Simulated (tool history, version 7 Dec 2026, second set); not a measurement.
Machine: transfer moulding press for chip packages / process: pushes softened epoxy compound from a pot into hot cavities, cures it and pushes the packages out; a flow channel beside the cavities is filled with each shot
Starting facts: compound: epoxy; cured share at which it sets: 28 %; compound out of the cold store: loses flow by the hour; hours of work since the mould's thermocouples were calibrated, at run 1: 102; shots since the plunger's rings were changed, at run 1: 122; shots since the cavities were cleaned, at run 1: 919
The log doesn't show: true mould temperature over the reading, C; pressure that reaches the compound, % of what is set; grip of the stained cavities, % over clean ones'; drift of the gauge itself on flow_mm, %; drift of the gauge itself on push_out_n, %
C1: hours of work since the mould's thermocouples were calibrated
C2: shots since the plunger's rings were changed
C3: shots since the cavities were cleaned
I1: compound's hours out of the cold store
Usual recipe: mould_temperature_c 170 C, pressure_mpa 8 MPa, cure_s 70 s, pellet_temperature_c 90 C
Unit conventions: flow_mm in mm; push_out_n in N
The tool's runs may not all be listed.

run 1 hour=0 | mould_temperature_c=170 pressure_mpa=8 cure_s=70 pellet_temperature_c=90 | C1=102 C2=122 C3=919 | I1=22 | flow_mm=818 push_out_n=867
-- hour=14.6 cavities cleaned with cleaning compound and waxed
run 2 hour=53.7 | mould_temperature_c=170 pressure_mpa=8 cure_s=70 pellet_temperature_c=90 | C1=139 C2=945 C3=617 | I1=28.7 | flow_mm=788 push_out_n=1015
-- hour=87 cavities cleaned with cleaning compound and waxed
run 3 hour=131.8 | mould_temperature_c=170 pressure_mpa=8 cure_s=70 pellet_temperature_c=90 | C1=194 C2=2154 C3=706 | I1=15.1 | flow_mm=821 push_out_n=873
-- hour=156.4 cavities cleaned with cleaning compound and waxed
run 4 hour=204.9 | mould_temperature_c=170 pressure_mpa=8 cure_s=66 pellet_temperature_c=90 | C1=245 C2=3285 C3=766 | I1=21.7 | flow_mm=780 push_out_n=1061
-- hour=225.7 cavities cleaned with cleaning compound and waxed
-- hour=235 cavities cleaned with cleaning compound and waxed, once more
run 5 hour=280.9 | mould_temperature_c=170 pressure_mpa=8 cure_s=70 pellet_temperature_c=93 | C1=297 C2=4437 C3=725 | I1=45.4 | flow_mm=706 push_out_n=857
-- hour=311.1 cavities cleaned with cleaning compound and waxed
run 6 hour=354.7 | mould_temperature_c=170 pressure_mpa=8 cure_s=70 pellet_temperature_c=93 | C1=349 C2=5578 C3=689 | I1=12.5 | flow_mm=790 push_out_n=927
-- hour=382.4 plunger's sealing rings changed
-- hour=383.9 cavities cleaned with cleaning compound and waxed
run 7 hour=426.9 | mould_temperature_c=170 pressure_mpa=8 cure_s=70 pellet_temperature_c=92 | C1=398 C2=679 C3=679 | I1=27.8 | flow_mm=783 push_out_n=872
-- hour=458.6 cavities cleaned with cleaning compound and waxed
run 8 hour=504 | mould_temperature_c=170 pressure_mpa=8 cure_s=70 pellet_temperature_c=90 | C1=452 C2=1872 C3=717 | I1=13.7 | flow_mm=843 push_out_n=904
-- hour=528.1 cavities cleaned with cleaning compound and waxed
run 9 hour=577.9 | mould_temperature_c=170 pressure_mpa=8 cure_s=70 pellet_temperature_c=90 | C1=503 C2=3014 C3=786 | I1=39.3 | flow_mm=736 push_out_n=915
-- hour=601.4 cavities cleaned with cleaning compound and waxed
run 10 hour=626 | mould_temperature_c=170 pressure_mpa=8 cure_s=70 pellet_temperature_c=90 | C1=537 C2=3750 C3=389 | I1=19.9 | flow_mm=795 push_out_n=851
-- hour=670.8 cavities cleaned with cleaning compound and waxed
run 11 hour=704.4 | mould_temperature_c=170 pressure_mpa=8 cure_s=70 pellet_temperature_c=90 | C1=592 C2=4964 C3=532 | I1=30.6 | flow_mm=739 push_out_n=884
-- hour=740.1 cavities cleaned with cleaning compound and waxed
-- hour=770.6 plunger's sealing rings changed
run 12 hour=780.8 | mould_temperature_c=170 pressure_mpa=7.48 cure_s=70 pellet_temperature_c=90 | C1=643 C2=161 C3=602 | I1=39.9 | flow_mm=738 push_out_n=850
-- hour=811.9 cavities cleaned with cleaning compound and waxed
run 13 hour=861.9 | mould_temperature_c=170 pressure_mpa=7.48 cure_s=70 pellet_temperature_c=90 | C1=700 C2=1417 C3=790 | I1=13.1 | flow_mm=822 push_out_n=1019
-- hour=883.2 cavities cleaned with cleaning compound and waxed
run 14 hour=943 | mould_temperature_c=175 pressure_mpa=7.48 cure_s=52 pellet_temperature_c=87 | C1=757 C2=2674 C3=944 | I1=39.7 | flow_mm=706 push_out_n=1448
-- hour=957.5 cavities cleaned with cleaning compound and waxed
run 15 hour=994.6 | mould_temperature_c=170 pressure_mpa=8.75 cure_s=61 pellet_temperature_c=98 | C1=793 C2=3464 C3=585 | I1=46.5 | flow_mm=728 push_out_n=1171
-- hour=1030.7 cavities cleaned with cleaning compound and waxed
run 16 hour=1060.9 | mould_temperature_c=177 pressure_mpa=8 cure_s=70 pellet_temperature_c=90 | C1=839 C2=4486 C3=477 | I1=22.2 | flow_mm=754 push_out_n=606
-- hour=1102.7 cavities cleaned with cleaning compound and waxed
run 17 hour=1114.8 | mould_temperature_c=170 pressure_mpa=9.83 cure_s=70 pellet_temperature_c=90 | C1=877 C2=5313 C3=191 | I1=41.3 | flow_mm=782 push_out_n=722
-- hour=1129.1 mould's thermocouples calibrated
-- hour=1161 plunger's sealing rings changed
run 18 hour=1162.4 | mould_temperature_c=170 pressure_mpa=9.83 cure_s=70 pellet_temperature_c=90 | C1=22 C2=23 C3=872 | I1=33.8 | flow_mm=859 push_out_n=908
-- hour=1180.1 cavities cleaned with cleaning compound and waxed
run 19 hour=1242.2 | mould_temperature_c=169 pressure_mpa=9.01 cure_s=63 pellet_temperature_c=89 | C1=78 C2=1258 C3=981 | I1=45.9 | flow_mm=772 push_out_n=1225
-- hour=1252.6 cavities cleaned with cleaning compound and waxed
run 20 hour=1301.8 | mould_temperature_c=164 pressure_mpa=8 cure_s=68 pellet_temperature_c=97 | C1=119 C2=2174 C3=776 | I1=26.1 | flow_mm=795 push_out_n=1529
-- hour=1323.8 cavities cleaned with cleaning compound and waxed
run 21 hour=1357 | mould_temperature_c=170 pressure_mpa=8.92 cure_s=70 pellet_temperature_c=81 | C1=158 C2=3021 C3=523 | I1=38.6 | flow_mm=776 push_out_n=871
-- hour=1395.9 cavities cleaned with cleaning compound and waxed
run 22 hour=1422 | mould_temperature_c=173 pressure_mpa=9.69 cure_s=98 pellet_temperature_c=90 | C1=203 C2=4024 C3=412 | I1=42 | flow_mm=783 push_out_n=563
-- hour=1466.2 cavities cleaned with cleaning compound and waxed
run 23 hour=1478.8 | mould_temperature_c=170 pressure_mpa=6.94 cure_s=88 pellet_temperature_c=81 | C1=243 C2=4897 C3=199 | I1=46.9 | flow_mm=638 push_out_n=524

What will run 24 give?
run 24 hour=1518.6 | mould_temperature_c=170 pressure_mpa=7.98 cure_s=108 pellet_temperature_c=81 | C1=271 C2=5524 C3=826 | I1=36 | flow_mm=? push_out_n=?

{"run 24": {"flow_mm": 719, "push_out_n": 629}}
Minus the tool's unlogged condition, the same run would have read flow_mm 775 mm, push_out_n 408 N.
